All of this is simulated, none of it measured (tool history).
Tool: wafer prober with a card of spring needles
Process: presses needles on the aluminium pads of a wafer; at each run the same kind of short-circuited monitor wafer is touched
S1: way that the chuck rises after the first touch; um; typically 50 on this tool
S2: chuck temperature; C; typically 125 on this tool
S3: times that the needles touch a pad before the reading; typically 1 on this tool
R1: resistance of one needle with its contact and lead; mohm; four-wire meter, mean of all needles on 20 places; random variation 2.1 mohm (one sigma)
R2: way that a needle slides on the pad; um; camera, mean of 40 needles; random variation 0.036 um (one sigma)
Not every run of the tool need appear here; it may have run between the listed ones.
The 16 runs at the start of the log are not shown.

run 17 hour=145.5 | S1=49 S2=125 S3=1 | R1=229 R2=13.49
run 18 hour=153.1 | S1=49 S2=125 S3=1 | R1=232 R2=13.45
-- hour=155.8 tips cleaned on abrasive film
run 19 hour=158.2 | S1=49 S2=125 S3=1 | R1=226 R2=13.48
run 20 hour=163.8 | S1=41 S2=28 S3=3 | R1=211 R2=11.32
-- hour=171.6 tips cleaned on abrasive film
run 21 hour=172.9 | S1=41 S2=28 S3=3 | R1=206 R2=11.23
run 22 hour=180.9 | S1=41 S2=28 S3=3 | R1=209 R2=11.26
-- hour=187.4 tips cleaned on abrasive film
run 23 hour=192.6 | S1=50 S2=85 S3=1 | R1=216 R2=13.72
-- hour=202.7 tips cleaned on abrasive film
run 24 hour=202.9 | S1=50 S2=85 S3=1 | R1=216 R2=13.69
run 25 hour=210.6 | S1=66 S2=125 S3=3 | R1=224 R2=18.04
-- hour=218.5 tips cleaned on abrasive film
run 26 hour=218.5 | S1=62 S2=125 S3=1 | R1=223 R2=16.95
run 27 hour=223.6 | S1=65 S2=45 S3=2 | R1=205 R2=17.84
run 28 hour=233.2 | S1=36 S2=36 S3=2 | R1=214 R2=9.86
-- hour=234.3 tips cleaned on abrasive film
run 29 hour=243.9 | S1=41 S2=39 S3=3 | R1=212 R2=11.21
-- hour=250.0 tips cleaned on abrasive film
run 30 hour=252.0 | S1=41 S2=44 S3=2 | R1=212 R2=11.19
run 31 hour=261.9 | S1=41 S2=51 S3=1 | R1=213 R2=11.18
-- hour=263.0 gauge calibrated
-- hour=265.4 tips cleaned on abrasive film
run 32 hour=273.6 | S1=41 S2=51 S3=1 | R1=215 R2=11.32
run 33 hour=278.7 | S1=41 S2=51 S3=1 | R1=218 R2=11.30

5 options for the next run, each taken on its own from the tool as it stands now. Forecast them:
-- hour=281.1 tips cleaned on abrasive film
run A hour=284.5 | S1=50 S2=67 S3=1 | R1=? R2=?
-- hour=281.1 tips cleaned on abrasive film
run B hour=284.5 | S1=50 S2=110 S3=1 | R1=? R2=?
-- hour=281.1 tips cleaned on abrasive film
run C hour=284.5 | S1=45 S2=48 S3=1 | R1=? R2=?
-- hour=281.1 tips cleaned on abrasive film
run D hour=284.5 | S1=50 S2=28 S3=1 | R1=? R2=?
-- hour=281.1 tips cleaned on abrasive film
run E hour=284.5 | S1=68 S2=80 S3=2 | R1=? R2=?

run=A R1=214 R2=13.89
run=B R1=223 R2=13.86
run=C R1=214 R2=12.45
run=D R1=204 R2=13.80
run=E R1=207 R2=18.82
Stripped of hidden state, with their random variation kept, the same runs would have yielded:
run=A R1=213 R2=13.91
run=B R1=223 R2=13.88
run=C R1=213 R2=12.47
run=D R1=203 R2=13.82
run=E R1=207 R2=18.84
